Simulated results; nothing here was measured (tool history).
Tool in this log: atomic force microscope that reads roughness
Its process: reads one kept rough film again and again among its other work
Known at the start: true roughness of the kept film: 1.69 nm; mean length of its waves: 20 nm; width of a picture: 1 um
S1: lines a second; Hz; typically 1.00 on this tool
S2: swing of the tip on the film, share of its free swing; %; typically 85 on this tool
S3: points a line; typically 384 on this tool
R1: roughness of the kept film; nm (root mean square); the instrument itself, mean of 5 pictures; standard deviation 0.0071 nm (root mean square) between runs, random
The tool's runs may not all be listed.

run	hour	S1	S2	S3	R1
1	0.0	1.00	85	384	1.399
2	8.2	3.20	85	384	1.223
3	14.8	3.20	85	384	1.217
4	26.0	3.20	85	384	1.205
5	32.0	3.20	85	701	1.199
# hour 44.1: new tip fitted
6	44.6	1.00	85	384	1.450
7	56.5	1.00	85	384	1.430
8	68.5	1.00	85	384	1.401
9	81.9	1.00	85	384	1.376
10	88.2	1.00	85	384	1.378
11	97.3	1.00	85	384	1.347
12	104.6	0.72	55	520	1.417
13	114.2	0.73	61	453	1.396
# hour 116.4: height scale calibrated on a step standard
14	126.1	0.73	61	453	1.379
# hour 127.3: new tip fitted
15	133.6	0.73	76	453	1.493
16	142.4	1.01	85	383	1.422
17	152.2	1.01	85	383	1.391

Expected results for the next run?
# hour 163.8: height scale calibrated on a step standard, once more
18	164.7	1.01	65	943	?

R1: 1.460 nm (root mean square)
Take away the tool's hidden state, keep the run-to-run variation as it was, and the same run would have given R1 1.533 nm (root mean square).
